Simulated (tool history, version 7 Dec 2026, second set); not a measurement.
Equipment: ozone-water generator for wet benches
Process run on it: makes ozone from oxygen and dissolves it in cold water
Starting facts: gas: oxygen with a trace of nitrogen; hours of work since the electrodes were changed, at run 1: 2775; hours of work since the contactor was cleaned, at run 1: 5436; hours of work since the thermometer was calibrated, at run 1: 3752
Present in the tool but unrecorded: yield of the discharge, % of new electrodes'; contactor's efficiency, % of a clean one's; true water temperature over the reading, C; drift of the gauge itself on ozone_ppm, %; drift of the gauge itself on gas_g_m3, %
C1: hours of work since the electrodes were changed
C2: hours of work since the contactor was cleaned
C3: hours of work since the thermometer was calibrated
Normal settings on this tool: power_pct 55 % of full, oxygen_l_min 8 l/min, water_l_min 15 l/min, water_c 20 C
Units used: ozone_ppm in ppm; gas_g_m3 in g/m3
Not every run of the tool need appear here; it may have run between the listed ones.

{"run": 1, "hour": 0.0, "power_pct": 55, "oxygen_l_min": 8, "water_l_min": 15, "water_c": 20, "C1": 2775, "C2": 5436, "C3": 3752, "ozone_ppm": 11.6, "gas_g_m3": 127.3}
{"run": 2, "hour": 66.8, "power_pct": 55, "oxygen_l_min": 8, "water_l_min": 15, "water_c": 20, "C1": 2833, "C2": 5493, "C3": 3810, "ozone_ppm": 11.5, "gas_g_m3": 126.2}
{"run": 3, "hour": 117.6, "power_pct": 55, "oxygen_l_min": 8, "water_l_min": 15, "water_c": 20, "C1": 2876, "C2": 5537, "C3": 3853, "ozone_ppm": 11.6, "gas_g_m3": 127}
{"run": 4, "hour": 153.5, "power_pct": 55, "oxygen_l_min": 8, "water_l_min": 15, "water_c": 20, "C1": 2907, "C2": 5568, "C3": 3884, "ozone_ppm": 11.7, "gas_g_m3": 126.8}
{"hour": 157.7, "done": "water thermometer calibrated"}
{"run": 5, "hour": 214.1, "power_pct": 55, "oxygen_l_min": 8, "water_l_min": 15, "water_c": 27, "C1": 2959, "C2": 5620, "C3": 49, "ozone_ppm": 10.2, "gas_g_m3": 125.6}
{"run": 6, "hour": 257.9, "power_pct": 55, "oxygen_l_min": 6.56, "water_l_min": 15, "water_c": 20, "C1": 2997, "C2": 5657, "C3": 86, "ozone_ppm": 11.3, "gas_g_m3": 135}
{"run": 7, "hour": 294.8, "power_pct": 55, "oxygen_l_min": 6.56, "water_l_min": 15, "water_c": 20, "C1": 3029, "C2": 5689, "C3": 118, "ozone_ppm": 11.4, "gas_g_m3": 135}
{"run": 8, "hour": 370.7, "power_pct": 59, "oxygen_l_min": 4.8, "water_l_min": 9, "water_c": 20, "C1": 3094, "C2": 5754, "C3": 183, "ozone_ppm": 16.5, "gas_g_m3": 159.9}
{"run": 9, "hour": 448.0, "power_pct": 49, "oxygen_l_min": 9.84, "water_l_min": 15, "water_c": 24, "C1": 3160, "C2": 5821, "C3": 250, "ozone_ppm": 9.6, "gas_g_m3": 105.7}
{"run": 10, "hour": 507.3, "power_pct": 51, "oxygen_l_min": 5.58, "water_l_min": 22, "water_c": 28, "C1": 3211, "C2": 5872, "C3": 301, "ozone_ppm": 7.1, "gas_g_m3": 134.1}

For run 11, what comes out?
{"run": 11, "hour": 558.1, "power_pct": 51, "oxygen_l_min": 5.58, "water_l_min": 22, "water_c": 28, "C1": 3255, "C2": 5916, "C3": 345, "ozone_ppm": "?", "gas_g_m3": "?"}

ozone_ppm: 6.9 ppm
gas_g_m3: 131.8 g/m3
Were there no unlogged condition in the tool, this run, its random variation unchanged, would have produced ozone_ppm 9.1 ppm, gas_g_m3 146 g/m3.
